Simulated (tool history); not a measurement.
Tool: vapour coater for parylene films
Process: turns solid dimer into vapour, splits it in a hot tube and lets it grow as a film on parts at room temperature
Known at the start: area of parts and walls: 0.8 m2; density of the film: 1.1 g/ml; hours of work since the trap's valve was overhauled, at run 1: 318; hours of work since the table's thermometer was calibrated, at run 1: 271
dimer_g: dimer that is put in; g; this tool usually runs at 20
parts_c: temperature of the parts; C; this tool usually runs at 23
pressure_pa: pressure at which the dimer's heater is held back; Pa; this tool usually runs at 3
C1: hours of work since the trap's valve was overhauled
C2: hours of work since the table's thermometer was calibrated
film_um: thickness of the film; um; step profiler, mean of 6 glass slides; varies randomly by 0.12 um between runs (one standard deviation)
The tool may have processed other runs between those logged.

Run 1, day 0: usual settings; C1 318; C2 271. Result: film_um 16.61 um.
Run 2, day 0.917: usual settings but pressure_pa 10.48 Pa; C1 329; C2 282. Result: film_um 15.06 um.
Run 3, day 1.558: usual settings but pressure_pa 10.48 Pa; C1 336; C2 289. Result: film_um 14.89 um.
Run 4, day 2.275: usual settings but dimer_g 35 g, pressure_pa 10.48 Pa; C1 345; C2 298. Result: film_um 26.21 um.
Run 5, day 2.883: usual settings but dimer_g 35 g, pressure_pa 10.48 Pa; C1 353; C2 305. Result: film_um 26.04 um.
At day 2.992: table's thermometer calibrated.
Run 6, day 3.812: usual settings but pressure_pa 3.48 Pa; C1 363; C2 10. Result: film_um 15.84 um.
Run 7, day 4.688: usual settings but pressure_pa 3.48 Pa; C1 374; C2 21. Result: film_um 16.08 um.
Run 8, day 5.854: usual settings but pressure_pa 3.48 Pa; C1 388; C2 35. Result: film_um 15.95 um.
Run 9, day 7.038: usual settings but dimer_g 14 g, parts_c 35 C, pressure_pa 2.05 Pa; C1 402; C2 49. Result: film_um 7.16 um.
Run 10, day 8.45: usual settings but dimer_g 18 g; C1 419; C2 66. Result: film_um 14.3 um.
Run 11, day 9.854: usual settings but dimer_g 14 g, parts_c 21 C; C1 436; C2 83. Result: film_um 12.1 um.
At day 10.112: table's thermometer calibrated, once more.
Run 12, day 11.033: usual settings but dimer_g 14 g, parts_c 17 C, pressure_pa 4.49 Pa; C1 450; C2 11. Result: film_um 13.85 um.
Run 13, day 12.196: usual settings but dimer_g 11 g, parts_c 21 C, pressure_pa 3.11 Pa; C1 464; C2 25. Result: film_um 9.45 um.
At day 12.704: trap's valve overhauled.
Run 14, day 13.458: usual settings but dimer_g 11 g, parts_c 21 C, pressure_pa 3.11 Pa; C1 9; C2 39. Result: film_um 10.56 um.
Run 15, day 14.271: usual settings but dimer_g 11 g, parts_c 21 C, pressure_pa 3.11 Pa; C1 19; C2 48. Result: film_um 10.62 um.

Branching from run 15: 5 alternative next runs. What would each branch give?
Run A, day 15.129: usual settings but dimer_g 23 g, parts_c 20 C; C1 29; C2 59. Result: film_um ?.
Run B, day 15.129: usual settings but dimer_g 11 g, pressure_pa 3.99 Pa; C1 29; C2 59. Result: film_um ?.
Run C, day 15.129: usual settings but dimer_g 11 g, parts_c 28 C, pressure_pa 4.45 Pa; C1 29; C2 59. Result: film_um ?.
Run D, day 15.129: usual settings but dimer_g 32 g; C1 29; C2 59. Result: film_um ?.
Run E, day 15.129: usual settings but dimer_g 13 g, parts_c 21 C, pressure_pa 3.11 Pa; C1 29; C2 59. Result: film_um ?.

run  film_um
  A    23.15
  B     9.66
  C     7.86
  D    28.48
  E    12.44
The same runs, with their run-to-run variation unchanged, on a tool lacking any hidden condition would have given:
run  film_um
  A    23.51
  B     9.82
  C     7.98
  D    28.93
  E    12.64

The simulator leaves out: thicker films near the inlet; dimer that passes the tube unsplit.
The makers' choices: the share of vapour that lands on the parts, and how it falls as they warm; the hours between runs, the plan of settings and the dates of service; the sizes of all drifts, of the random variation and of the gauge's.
